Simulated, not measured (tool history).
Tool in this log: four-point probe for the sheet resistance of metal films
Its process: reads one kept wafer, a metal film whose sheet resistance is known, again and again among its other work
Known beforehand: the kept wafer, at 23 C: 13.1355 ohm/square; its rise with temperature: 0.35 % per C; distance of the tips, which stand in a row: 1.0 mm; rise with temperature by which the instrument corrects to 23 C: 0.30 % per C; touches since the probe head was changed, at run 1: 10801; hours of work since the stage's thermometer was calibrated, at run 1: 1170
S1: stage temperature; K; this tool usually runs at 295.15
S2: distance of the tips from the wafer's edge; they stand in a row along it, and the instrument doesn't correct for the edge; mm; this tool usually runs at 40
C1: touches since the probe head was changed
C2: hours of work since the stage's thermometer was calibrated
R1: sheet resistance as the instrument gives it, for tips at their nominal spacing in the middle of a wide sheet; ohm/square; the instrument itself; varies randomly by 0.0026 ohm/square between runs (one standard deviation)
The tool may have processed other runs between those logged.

run,hour,S1,S2,C1,C2,R1
1,0,295.15,40,10801,1170,13.069598
2,45.8,295.15,40,11662,1203,13.067471
# hour 54.1: stage's thermometer calibrated
3,86.3,295.15,20,12412,23,13.070621
4,124.1,295.15,20,13121,51,13.071995
5,146.2,295.15,20,13535,66,13.074745
6,194.8,295.15,20,14447,102,13.071713
7,228.3,295.15,62,15076,126,13.056145
# hour 239: stage's thermometer calibrated, once more
8,253.2,295.15,62,15535,10,13.07446
9,297.8,305.15,16,16372,42,13.159747
10,336.3,291.15,45,17095,70,13.050391
11,369.6,301.15,18,17720,94,13.131765
12,404.1,305.15,5,18367,119,13.405619
13,443,300.15,3,19096,147,13.835888
14,471.8,294.15,12,19638,168,13.115249
15,505.1,294.15,48,20263,192,13.067667
16,551.3,293.15,17,21129,226,13.077529

Each row is a separate what-if for the run after 16, all from the same tool condition, not one after another. Results?
A,578,296.15,15,21631,245,?
B,578,295.15,31,21631,245,?
C,578,294.15,10,21631,245,?
D,578,304.15,19,21631,245,?

run,R1
A,13.105703
B,13.076692
C,13.135653
D,13.146664
With no hidden state in the tool, these same runs would have given:
run,R1
A,13.166097
B,13.136981
C,13.196214
D,13.207094
